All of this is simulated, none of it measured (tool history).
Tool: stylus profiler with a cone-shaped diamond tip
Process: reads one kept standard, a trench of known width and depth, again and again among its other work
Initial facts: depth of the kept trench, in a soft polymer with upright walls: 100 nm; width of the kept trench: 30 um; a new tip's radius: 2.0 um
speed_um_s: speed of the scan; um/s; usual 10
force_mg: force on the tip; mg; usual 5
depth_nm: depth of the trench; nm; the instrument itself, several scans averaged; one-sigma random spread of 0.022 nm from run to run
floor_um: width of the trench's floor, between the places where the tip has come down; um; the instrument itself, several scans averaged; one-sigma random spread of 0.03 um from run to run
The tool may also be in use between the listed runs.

run   hour  speed_um_s  force_mg  depth_nm  floor_um
  1      0          10         5    102.46     28.72
  2    7.3          21         5    102.45     28.63
  3   20.9          10      3.46    101.91     28.64
  4   33.4          10      3.46    101.91     28.66
  5   41.1          10      3.46     101.9     28.68
  6   49.7          10      3.46    101.87     28.68
  7   65.2          10      3.46     101.9     28.65
  8   80.4          10      3.46    101.88     28.66
  9   88.5          10         5    102.41     28.61
 10   98.7          10         5     102.4     28.69
 11  112.7          10         5    102.43     28.64
 12  125.7          10         5    102.38     28.64
 13  142.2          10         5     102.4     28.63
 14  158.7          10         5    102.43     28.64
 15  172.9          10         5    102.44     28.63
 16  184.9          10         5    102.45     28.65
 17  192.2          10         5     102.4     28.63
 18  205.6          10         5     102.4     28.65
     207.4  -- height scale calibrated on a step standard
 19    220          10         5    102.39     28.61
 20  232.4          10         5    102.33     28.63
     241.8  -- height scale calibrated on a step standard, once more
 21  247.7          10         5    102.55     28.62
 22  254.8          10         5    102.58     28.56
 23  265.2          10         5    102.52     28.65
 24  273.8          10         5    102.55     28.59
 25  280.9          30     12.43    104.64     28.55
 26  289.3          15      2.68    101.63     28.54
 27  303.2           5     13.31    104.88      28.6
 28    317          19      2.52    101.65     28.52
 29  328.5          19      2.52    101.57     28.52
 30  337.9           3     10.16    104.07     28.63
 31  349.2           3     10.16    104.04     28.64
 32  364.4          12      2.76    101.65     28.54
 33  372.6           3       2.2    101.44     28.58
 34  386.6           2       5.1    102.51      28.6
 35  394.4          10      5.84    102.73     28.56
 36  406.9          10      5.84    102.76     28.56
 37  421.6          10      5.84    102.75     28.55
 38  432.9          10      5.84    102.73     28.52
 39  442.5          10     10.89    104.23     28.56
 40  458.4          10     10.89    104.18     28.57
 41  468.8           4      9.09    103.72     28.56
 42  478.4           4      9.09    103.71     28.53
 43  493.6          10         9    103.66     28.59
 44  506.4           5      2.24    101.42      28.5
 45  518.2          12      2.24     101.4     28.53

Forecast each of these 4 alternatives for the next run:
  A  529.7          13      2.34         ?         ?
  B  529.7           3       4.4         ?         ?
  C  529.7          12      6.95         ?         ?
  D  529.7          12      3.54         ?         ?

run  depth_nm  floor_um
  A    101.44     28.43
  B    102.21     28.54
  C    103.08      28.5
  D     101.9      28.5
With the hidden condition removed and each run's random variation left untouched, the same runs would have given:
run  depth_nm  floor_um
  A    101.56     28.64
  B    102.33     28.74
  C     103.2      28.7
  D    102.02      28.7
